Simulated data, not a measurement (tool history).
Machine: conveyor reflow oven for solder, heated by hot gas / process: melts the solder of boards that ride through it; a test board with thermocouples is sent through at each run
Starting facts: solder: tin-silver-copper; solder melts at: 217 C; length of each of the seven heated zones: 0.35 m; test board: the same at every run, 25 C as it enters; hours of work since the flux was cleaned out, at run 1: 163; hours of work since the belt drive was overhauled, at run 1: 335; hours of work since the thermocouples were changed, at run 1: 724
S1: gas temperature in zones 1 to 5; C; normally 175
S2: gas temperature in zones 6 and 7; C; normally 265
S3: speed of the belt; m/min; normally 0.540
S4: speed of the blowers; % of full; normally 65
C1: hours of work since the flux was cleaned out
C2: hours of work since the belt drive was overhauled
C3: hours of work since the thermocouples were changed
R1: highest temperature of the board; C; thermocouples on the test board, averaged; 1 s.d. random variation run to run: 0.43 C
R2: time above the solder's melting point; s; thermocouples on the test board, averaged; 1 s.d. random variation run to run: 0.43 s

Run 1, hour 0.0: usual settings; C1 163; C2 335; C3 724. Result: R1 248.7 C, R2 56.3 s.
Run 2, hour 13.3: usual settings; C1 170; C2 342; C3 731. Result: R1 250.2 C, R2 55.2 s.
Run 3, hour 30.3: usual settings but S4 56 % of full; C1 180; C2 351; C3 741. Result: R1 247.8 C, R2 53.1 s.
Run 4, hour 46.0: usual settings but S4 66 % of full; C1 188; C2 360; C3 750. Result: R1 248.8 C, R2 55.7 s.
Run 5, hour 61.8: usual settings but S4 66 % of full; C1 197; C2 369; C3 758. Result: R1 249.0 C, R2 55.9 s.
Run 6, hour 71.0: usual settings but S4 66 % of full; C1 202; C2 374; C3 764. Result: R1 249.1 C, R2 55.0 s.
Run 7, hour 81.8: usual settings; C1 208; C2 380; C3 770. Result: R1 248.3 C, R2 55.6 s.
At hour 93.3: flux residue cleaned out of gas plates and filters.
Run 8, hour 95.1: usual settings; C1 1; C2 385; C3 774. Result: R1 250.8 C, R2 56.6 s.
Run 9, hour 103.9: usual settings; C1 6; C2 390; C3 779. Result: R1 250.1 C, R2 57.2 s.
Run 10, hour 112.7: usual settings; C1 11; C2 395; C3 784. Result: R1 250.0 C, R2 57.4 s.
Run 11, hour 124.5: usual settings but S1 167 C; C1 17; C2 401; C3 791. Result: R1 248.6 C, R2 53.6 s.
Run 12, hour 134.3: usual settings but S1 167 C; C1 23; C2 407; C3 796. Result: R1 249.2 C, R2 53.8 s.
At hour 139.3: belt drive overhauled, speed set with a stopwatch.
Run 13, hour 147.0: usual settings but S1 167 C; C1 28; C2 4; C3 801. Result: R1 248.9 C, R2 53.6 s.
Run 14, hour 166.2: usual settings but S1 167 C; C1 39; C2 15; C3 812. Result: R1 249.1 C, R2 54.0 s.
At hour 174.7: belt drive overhauled, speed set with a stopwatch, once more.
Run 15, hour 183.5: usual settings but S1 167 C, S4 77 % of full; C1 46; C2 5; C3 819. Result: R1 251.4 C, R2 54.7 s.
Run 16, hour 193.2: usual settings but S3 0.616 m/min; C1 51; C2 10; C3 825. Result: R1 245.1 C, R2 45.1 s.
Run 17, hour 213.3: usual settings but S2 269 C, S3 0.554 m/min, S4 61 % of full; C1 63; C2 22; C3 836. Result: R1 251.4 C, R2 55.3 s.
Run 18, hour 228.0: usual settings but S2 269 C, S3 0.507 m/min, S4 61 % of full; C1 71; C2 30; C3 844. Result: R1 254.1 C, R2 64.3 s.
Run 19, hour 239.2: usual settings but S1 180 C; C1 77; C2 36; C3 851. Result: R1 250.6 C, R2 59.2 s.
Run 20, hour 251.0: usual settings but S1 180 C; C1 84; C2 43; C3 857. Result: R1 250.6 C, R2 59.0 s.
Run 21, hour 263.9: usual settings but S4 81 % of full; C1 91; C2 50; C3 864. Result: R1 252.0 C, R2 59.2 s.
Run 22, hour 280.6: usual settings but S4 81 % of full; C1 100; C2 59; C3 874. Result: R1 252.3 C, R2 59.0 s.
Run 23, hour 290.5: usual settings but S4 81 % of full; C1 106; C2 65; C3 879. Result: R1 252.9 C, R2 59.1 s.
Run 24, hour 304.7: usual settings but S3 0.585 m/min, S4 81 % of full; C1 114; C2 73; C3 887. Result: R1 250.4 C, R2 52.1 s.
Run 25, hour 317.4: usual settings but S3 0.508 m/min, S4 81 % of full; C1 121; C2 80; C3 894. Result: R1 254.4 C, R2 64.1 s.
Run 26, hour 337.3: usual settings but S3 0.508 m/min, S4 81 % of full; C1 132; C2 91; C3 906. Result: R1 254.4 C, R2 64.6 s.
Run 27, hour 352.1: usual settings but S3 0.634 m/min, S4 70 % of full; C1 141; C2 99; C3 914. Result: R1 244.6 C, R2 43.2 s.
Run 28, hour 365.7: usual settings but S3 0.634 m/min, S4 70 % of full; C1 148; C2 107; C3 921. Result: R1 245.4 C, R2 42.9 s.
Run 29, hour 379.0: usual settings but S1 164 C, S2 278 C, S3 0.477 m/min, S4 61 % of full; C1 156; C2 114; C3 929. Result: R1 262.8 C, R2 69.5 s.
Run 30, hour 392.0: usual settings but S1 182 C, S2 267 C, S3 0.610 m/min, S4 51 % of full; C1 163; C2 122; C3 936. Result: R1 246.2 C, R2 45.9 s.
Run 31, hour 405.8: usual settings but S1 161 C, S4 68 % of full; C1 171; C2 130; C3 944. Result: R1 247.3 C, R2 49.4 s.

What will run 32 give?
Run 32, hour 420.8: usual settings but S1 161 C, S2 266 C, S3 0.510 m/min, S4 68 % of full; C1 179; C2 138; C3 952. Result: R1 ?, R2 ?.

R1: 250.4 C
R2: 55.4 s
If the tool had no hidden condition, the same run with the same run-to-run variation would have returned R1 249.9 C, R2 55.6 s.

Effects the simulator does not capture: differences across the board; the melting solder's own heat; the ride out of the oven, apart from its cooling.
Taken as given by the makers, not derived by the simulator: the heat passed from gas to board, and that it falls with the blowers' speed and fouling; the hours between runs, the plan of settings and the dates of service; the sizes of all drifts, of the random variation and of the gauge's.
